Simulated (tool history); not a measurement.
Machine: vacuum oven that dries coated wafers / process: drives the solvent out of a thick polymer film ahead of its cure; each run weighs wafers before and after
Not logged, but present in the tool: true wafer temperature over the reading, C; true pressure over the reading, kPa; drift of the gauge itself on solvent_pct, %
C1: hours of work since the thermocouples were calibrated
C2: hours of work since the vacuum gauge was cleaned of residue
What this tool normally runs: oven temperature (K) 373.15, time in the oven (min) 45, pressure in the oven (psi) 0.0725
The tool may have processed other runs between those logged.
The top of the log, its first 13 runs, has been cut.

run 14 hour=320.7 | oven_temperature_(K)=373.15 time_in_the_oven_(min)=62 pressure_in_the_oven_(psi)=0.0725 | C1=531 C2=351 | solvent_left_in_the_film_(%)=0.75
run 15 hour=347.4 | oven_temperature_(K)=373.15 time_in_the_oven_(min)=62 pressure_in_the_oven_(psi)=0.0725 | C1=545 C2=366 | solvent_left_in_the_film_(%)=0.74
run 16 hour=382.1 | oven_temperature_(K)=373.15 time_in_the_oven_(min)=62 pressure_in_the_oven_(psi)=0.0725 | C1=564 C2=384 | solvent_left_in_the_film_(%)=0.72
run 17 hour=413.4 | oven_temperature_(K)=373.15 time_in_the_oven_(min)=62 pressure_in_the_oven_(psi)=0.0725 | C1=580 C2=401 | solvent_left_in_the_film_(%)=0.76
run 18 hour=438.3 | oven_temperature_(K)=373.15 time_in_the_oven_(min)=62 pressure_in_the_oven_(psi)=0.0725 | C1=594 C2=414 | solvent_left_in_the_film_(%)=0.76
run 19 hour=467.7 | oven_temperature_(K)=373.15 time_in_the_oven_(min)=39 pressure_in_the_oven_(psi)=0.0725 | C1=609 C2=430 | solvent_left_in_the_film_(%)=1.87
run 20 hour=493.6 | oven_temperature_(K)=373.15 time_in_the_oven_(min)=39 pressure_in_the_oven_(psi)=0.0725 | C1=623 C2=444 | solvent_left_in_the_film_(%)=1.83
run 21 hour=524.2 | oven_temperature_(K)=359.15 time_in_the_oven_(min)=78 pressure_in_the_oven_(psi)=0.0725 | C1=639 C2=460 | solvent_left_in_the_film_(%)=2.5
run 22 hour=551.3 | oven_temperature_(K)=359.15 time_in_the_oven_(min)=40 pressure_in_the_oven_(psi)=0.0921 | C1=654 C2=474 | solvent_left_in_the_film_(%)=4.87
run 23 hour=575.7 | oven_temperature_(K)=373.15 time_in_the_oven_(min)=45 pressure_in_the_oven_(psi)=0.2509 | C1=667 C2=487 | solvent_left_in_the_film_(%)=1.99
run 24 hour=592.7 | oven_temperature_(K)=373.15 time_in_the_oven_(min)=45 pressure_in_the_oven_(psi)=0.2509 | C1=676 C2=497 | solvent_left_in_the_film_(%)=1.98
run 25 hour=617.7 | oven_temperature_(K)=373.15 time_in_the_oven_(min)=32 pressure_in_the_oven_(psi)=0.0725 | C1=689 C2=510 | solvent_left_in_the_film_(%)=2.52
run 26 hour=644.7 | oven_temperature_(K)=373.15 time_in_the_oven_(min)=32 pressure_in_the_oven_(psi)=0.0725 | C1=704 C2=524 | solvent_left_in_the_film_(%)=2.34
run 27 hour=663.2 | oven_temperature_(K)=387.15 time_in_the_oven_(min)=52 pressure_in_the_oven_(psi)=0.056 | C1=714 C2=534 | solvent_left_in_the_film_(%)=0.08
run 28 hour=692.5 | oven_temperature_(K)=387.15 time_in_the_oven_(min)=52 pressure_in_the_oven_(psi)=0.056 | C1=729 C2=550 | solvent_left_in_the_film_(%)=0.18
run 29 hour=727.6 | oven_temperature_(K)=387.15 time_in_the_oven_(min)=52 pressure_in_the_oven_(psi)=0.056 | C1=748 C2=568 | solvent_left_in_the_film_(%)=0.09
run 30 hour=755.3 | oven_temperature_(K)=377.15 time_in_the_oven_(min)=64 pressure_in_the_oven_(psi)=0.1754 | C1=763 C2=583 | solvent_left_in_the_film_(%)=0.77
run 31 hour=784.4 | oven_temperature_(K)=372.15 time_in_the_oven_(min)=23 pressure_in_the_oven_(psi)=0.0545 | C1=778 C2=599 | solvent_left_in_the_film_(%)=3.85
run 32 hour=817.2 | oven_temperature_(K)=372.15 time_in_the_oven_(min)=23 pressure_in_the_oven_(psi)=0.0545 | C1=796 C2=616 | solvent_left_in_the_film_(%)=3.82
run 33 hour=838.5 | oven_temperature_(K)=372.15 time_in_the_oven_(min)=23 pressure_in_the_oven_(psi)=0.0545 | C1=807 C2=628 | solvent_left_in_the_film_(%)=3.82
run 34 hour=855.1 | oven_temperature_(K)=358.15 time_in_the_oven_(min)=34 pressure_in_the_oven_(psi)=0.0545 | C1=816 C2=636 | solvent_left_in_the_film_(%)=5.52
run 35 hour=882.8 | oven_temperature_(K)=385.15 time_in_the_oven_(min)=45 pressure_in_the_oven_(psi)=0.0725 | C1=831 C2=651 | solvent_left_in_the_film_(%)=0.37
run 36 hour=909.8 | oven_temperature_(K)=385.15 time_in_the_oven_(min)=45 pressure_in_the_oven_(psi)=0.0725 | C1=845 C2=666 | solvent_left_in_the_film_(%)=0.33
run 37 hour=940.7 | oven_temperature_(K)=385.15 time_in_the_oven_(min)=45 pressure_in_the_oven_(psi)=0.0725 | C1=862 C2=682 | solvent_left_in_the_film_(%)=0.27

Alternative continuations, all from the tool just after run 37; predict every row:
run A hour=968.6 | oven_temperature_(K)=361.15 time_in_the_oven_(min)=26 pressure_in_the_oven_(psi)=0.0925 | C1=876 C2=697 | solvent_left_in_the_film_(%)=?
run B hour=968.6 | oven_temperature_(K)=371.15 time_in_the_oven_(min)=48 pressure_in_the_oven_(psi)=0.0725 | C1=876 C2=697 | solvent_left_in_the_film_(%)=?
run C hour=968.6 | oven_temperature_(K)=373.15 time_in_the_oven_(min)=66 pressure_in_the_oven_(psi)=0.0701 | C1=876 C2=697 | solvent_left_in_the_film_(%)=?

run=A solvent_left_in_the_film_(%)=5.94
run=B solvent_left_in_the_film_(%)=1.7
run=C solvent_left_in_the_film_(%)=0.68
With the hidden condition removed and each run's random variation left untouched, the same runs would have given:
run=A solvent_left_in_the_film_(%)=5.92
run=B solvent_left_in_the_film_(%)=1.68
run=C solvent_left_in_the_film_(%)=0.67
